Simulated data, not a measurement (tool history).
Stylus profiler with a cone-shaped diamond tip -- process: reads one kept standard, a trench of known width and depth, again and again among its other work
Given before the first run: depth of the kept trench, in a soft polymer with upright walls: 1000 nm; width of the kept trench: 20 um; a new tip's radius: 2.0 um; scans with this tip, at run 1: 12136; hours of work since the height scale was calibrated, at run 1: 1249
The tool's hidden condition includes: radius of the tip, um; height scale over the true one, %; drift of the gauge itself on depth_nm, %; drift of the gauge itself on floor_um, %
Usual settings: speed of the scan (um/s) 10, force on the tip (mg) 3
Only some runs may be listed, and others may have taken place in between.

run	day	speed of the scan (um/s)	force on the tip (mg)	scans with this tip	hours of work since the height scale was calibrated	depth of the trench (angstrom)	width of the trench's floor (um)
1	0	10	3	12136	1249	10128.2	14.23
# day 0.267: height scale calibrated on a step standard
2	3.008	10	3	12580	42	10154.9	14.19
3	5.821	10	3	12998	85	10157.5	14.15
4	8.492	10	3	13394	126	10150.6	14.09
5	10.271	10	3	13658	153	10151.5	14.03
6	12.692	10	3	14017	190	10154.4	14.05
7	15.092	5	3	14374	226	10148.9	13.96
8	18.812	5	3	14926	283	10148	13.89
9	20.4	5	3	15161	308	10152.2	13.88
10	22.942	10	4.93	15539	346	10210.7	13.78
11	26.3	10	6.51	16037	398	10250.8	13.72
12	28.842	10	1.28	16414	437	10079.2	13.63
13	31.933	10	1.28	16873	484	10077.4	13.55
14	34.871	10	1.28	17309	529	10077	13.55
15	38.554	10	3	17856	585	10141.6	13.48
16	41.492	10	3	18292	630	10141.9	13.46
17	44.429	10	3	18728	675	10134.8	13.36
18	47.988	9	2.72	19256	729	10130.9	13.34
19	49.917	9	2.72	19543	759	10129.3	13.22
20	52.558	5	6.23	19934	799	10236.8	13.24
21	55.338	5	6.23	20347	841	10232.3	13.18
# day 57.517: new tip fitted, height scale calibrated
22	58.483	20	5.45	143	15	10231.9	16.4
23	60.154	3	1.38	391	40	10091	16.49
24	62.312	3	1.38	711	73	10093.1	16.39
25	65.821	3	1.38	1232	127	10092.1	16.29
26	67.746	33	2.22	1518	156	10126.8	16.07
27	71.5	10	1.57	2075	214	10093	16.04
28	73.283	2	1.22	2340	241	10077.3	16.11
29	75.892	15	6.66	2727	281	10261.7	15.98
30	79.271	3	3.74	3228	332	10174.4	15.92
31	82.642	3	3.74	3729	384	10175.2	15.8
32	84.962	3	1.11	4073	419	10072.4	15.71
33	88.475	16	4.82	4595	473	10207.2	15.54

Some steps in depth of the trench (angstrom), run to run, broken into two amounts with sign: the step expected even without the hidden condition (settings, incoming material, random variation), and the rest, left for the hidden condition together with whatever gauge scatter is not in both the measured and the hidden-condition-free result:
Run 1 -> 2: height scale calibrated on a step standard. depth of the trench (angstrom) +26.7: hidden state +23.9, all else +2.8.
Run 11 -> 12: force on the tip (mg) 6.51 -> 1.28. depth of the trench (angstrom) -171.6: hidden state -0.7, all else -170.9.
Run 14 -> 15: force on the tip (mg) 1.28 -> 3. depth of the trench (angstrom) +64.6: hidden state -1.3, all else +65.9.
Run 21 -> 22: speed of the scan (um/s) 5 -> 20, force on the tip (mg) 6.23 -> 5.45, new tip fitted, height scale calibrated. depth of the trench (angstrom) -0.4: hidden state +19.6, all else -20.
Run 22 -> 23: speed of the scan (um/s) 20 -> 3, force on the tip (mg) 5.45 -> 1.38. depth of the trench (angstrom) -140.9: hidden state -0.6, all else -140.3.
Run 28 -> 29: speed of the scan (um/s) 2 -> 15, force on the tip (mg) 1.22 -> 6.66. depth of the trench (angstrom) +184.4: hidden state -1, all else +185.4.
